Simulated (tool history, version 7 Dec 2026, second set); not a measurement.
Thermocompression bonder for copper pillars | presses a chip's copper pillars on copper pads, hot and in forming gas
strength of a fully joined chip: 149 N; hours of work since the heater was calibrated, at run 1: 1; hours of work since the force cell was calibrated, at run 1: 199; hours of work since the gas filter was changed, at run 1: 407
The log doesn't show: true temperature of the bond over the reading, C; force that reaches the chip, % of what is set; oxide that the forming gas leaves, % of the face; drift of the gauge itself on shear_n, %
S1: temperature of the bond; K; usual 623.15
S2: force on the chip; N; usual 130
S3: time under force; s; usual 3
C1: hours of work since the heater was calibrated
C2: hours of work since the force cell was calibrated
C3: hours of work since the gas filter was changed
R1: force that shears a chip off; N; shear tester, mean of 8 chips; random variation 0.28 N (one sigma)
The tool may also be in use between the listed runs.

run 1 hour=0.0 | S1=623.15 S2=130 S3=3 | C1=1 C2=199 C3=407 | R1=106.9
-- hour=7.6 forming gas filter changed
run 2 hour=45.6 | S1=623.15 S2=130 S3=3 | C1=26 C2=224 C3=21 | R1=112.4
run 3 hour=84.7 | S1=623.15 S2=130 S3=3 | C1=47 C2=245 C3=42 | R1=112.7
run 4 hour=149.3 | S1=623.15 S2=130 S3=3 | C1=83 C2=280 C3=77 | R1=112.8
run 5 hour=210.0 | S1=623.15 S2=130 S3=3 | C1=116 C2=313 C3=111 | R1=112.5
run 6 hour=241.7 | S1=623.15 S2=130 S3=3 | C1=133 C2=331 C3=128 | R1=112.6
run 7 hour=302.8 | S1=623.15 S2=130 S3=3 | C1=166 C2=364 C3=161 | R1=111.8
-- hour=310.8 heater calibrated with a thermocouple chip
run 8 hour=369.6 | S1=623.15 S2=130 S3=3 | C1=32 C2=399 C3=197 | R1=111.5
run 9 hour=425.9 | S1=623.15 S2=130 S3=3 | C1=63 C2=430 C3=227 | R1=111.7
run 10 hour=466.2 | S1=623.15 S2=130 S3=3 | C1=85 C2=452 C3=249 | R1=111.8
-- hour=485.5 heater calibrated with a thermocouple chip, once more
run 11 hour=513.0 | S1=647.15 S2=146 S3=3 | C1=15 C2=477 C3=274 | R1=131.0
run 12 hour=545.4 | S1=647.15 S2=80 S3=5 | C1=33 C2=494 C3=292 | R1=104.6
run 13 hour=584.5 | S1=647.15 S2=80 S3=5 | C1=54 C2=516 C3=313 | R1=104.2
run 14 hour=641.0 | S1=647.15 S2=80 S3=5 | C1=85 C2=547 C3=344 | R1=104.4
run 15 hour=693.6 | S1=647.15 S2=80 S3=5 | C1=114 C2=575 C3=372 | R1=103.7

3 ways to go on from here, each from the tool as it stands after run 15. What would each give?
run A hour=735.8 | S1=647.15 S2=153 S3=9 | C1=137 C2=598 C3=396 | R1=?
run B hour=735.8 | S1=615.15 S2=121 S3=8 | C1=137 C2=598 C3=396 | R1=?
run C hour=735.8 | S1=611.15 S2=126 S3=5 | C1=137 C2=598 C3=396 | R1=?

run=A R1=139.5
run=B R1=120.3
run=C R1=109.6
Without the tool's hidden state the same runs would have given:
run=A R1=146.6
run=B R1=123.7
run=C R1=111.8

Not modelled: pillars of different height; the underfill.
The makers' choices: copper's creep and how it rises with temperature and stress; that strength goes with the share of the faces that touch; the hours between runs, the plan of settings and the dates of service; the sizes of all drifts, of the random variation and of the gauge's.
